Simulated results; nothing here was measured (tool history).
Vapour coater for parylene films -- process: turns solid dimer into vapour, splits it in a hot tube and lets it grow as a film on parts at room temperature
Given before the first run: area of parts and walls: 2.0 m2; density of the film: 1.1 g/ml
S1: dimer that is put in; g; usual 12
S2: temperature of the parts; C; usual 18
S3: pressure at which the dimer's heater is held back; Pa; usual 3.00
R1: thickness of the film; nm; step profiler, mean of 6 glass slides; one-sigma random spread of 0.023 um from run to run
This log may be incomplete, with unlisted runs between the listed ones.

| run | day | S1 | S2 | S3 | R1 |
|---|---|---|---|---|---|
| 1 | 0.000 | 12 | 18 | 3.00 | 4030 |
| 2 | 1.708 | 12 | 18 | 3.14 | 4070 |
| 3 | 2.954 | 12 | 18 | 3.14 | 4020 |
| 4 | 4.579 | 12 | 18 | 8.06 | 3770 |
| 5 | 5.767 | 12 | 18 | 8.06 | 3770 |
| 6 | 7.208 | 12 | 18 | 8.06 | 3770 |
| 7 | 8.538 | 12 | 18 | 8.06 | 3790 |
| 8 | 10.283 | 12 | 18 | 9.22 | 3750 |
| 9 | 12.054 | 17 | 18 | 9.22 | 5290 |
| 10 | 13.062 | 12 | 18 | 3.00 | 4060 |
| 11 | 14.738 | 12 | 18 | 3.00 | 4080 |
| 12 | 16.621 | 12 | 22 | 3.00 | 3380 |
| 13 | 17.946 | 12 | 22 | 3.00 | 3370 |
| 14 | 19.050 | 12 | 22 | 3.00 | 3350 |
| 15 | 20.183 | 12 | 22 | 3.00 | 3350 |
| 16 | 21.417 | 12 | 22 | 3.00 | 3350 |
| 17 | 22.988 | 12 | 22 | 3.00 | 3380 |
| 18 | 23.938 | 12 | 18 | 3.00 | 4060 |
| 19 | 25.367 | 12 | 18 | 3.00 | 4110 |
| 20 | 26.825 | 7 | 10 | 2.41 | 3180 |
| 21 | 28.646 | 13 | 18 | 9.94 | 4070 |
| 22 | 29.554 | 13 | 18 | 9.94 | 4100 |
| 23 | 30.812 | 11 | 19 | 5.76 | 3460 |
| 24 | 32.346 | 15 | 26 | 5.76 | 3360 |
| 25 | 33.254 | 12 | 14 | 8.28 | 4660 |
| 26 | 34.258 | 12 | 14 | 8.28 | 4650 |
| 27 | 35.979 | 12 | 14 | 8.28 | 4650 |
| 28 | 37.542 | 12 | 14 | 8.28 | 4660 |
| 29 | 38.575 | 12 | 27 | 3.98 | 2630 |
| 30 | 39.867 | 19 | 27 | 3.98 | 4210 |
| 31 | 41.308 | 10 | 16 | 6.63 | 3610 |
| 32 | 42.438 | 10 | 23 | 6.63 | 2590 |
|  | 43.067 | gauge calibrated |
| 33 | 44.025 | 7 | 18 | 6.64 | 2230 |
| 34 | 45.096 | 6 | 18 | 11.46 | 1860 |
| 35 | 46.983 | 9 | 18 | 11.26 | 2760 |
|  | 47.892 | trap's valve overhauled |
| 36 | 48.346 | 9 | 24 | 2.41 | 2300 |
| 37 | 49.388 | 9 | 24 | 2.41 | 2310 |

4 ways to go on from here, each from the tool as it stands after run 37. What would each give?
| A | 51.142 | 8 | 18 | 6.37 | ? |
| B | 51.142 | 10 | 19 | 2.45 | ? |
| C | 51.142 | 12 | 18 | 2.27 | ? |
| D | 51.142 | 9 | 24 | 2.41 | ? |

| run | R1 |
|---|---|
| A | 2560 |
| B | 3300 |
| C | 4130 |
| D | 2300 |
Had the tool no hidden state, the same runs would have come out as:
| run | R1 |
|---|---|
| A | 2550 |
| B | 3280 |
| C | 4100 |
| D | 2290 |

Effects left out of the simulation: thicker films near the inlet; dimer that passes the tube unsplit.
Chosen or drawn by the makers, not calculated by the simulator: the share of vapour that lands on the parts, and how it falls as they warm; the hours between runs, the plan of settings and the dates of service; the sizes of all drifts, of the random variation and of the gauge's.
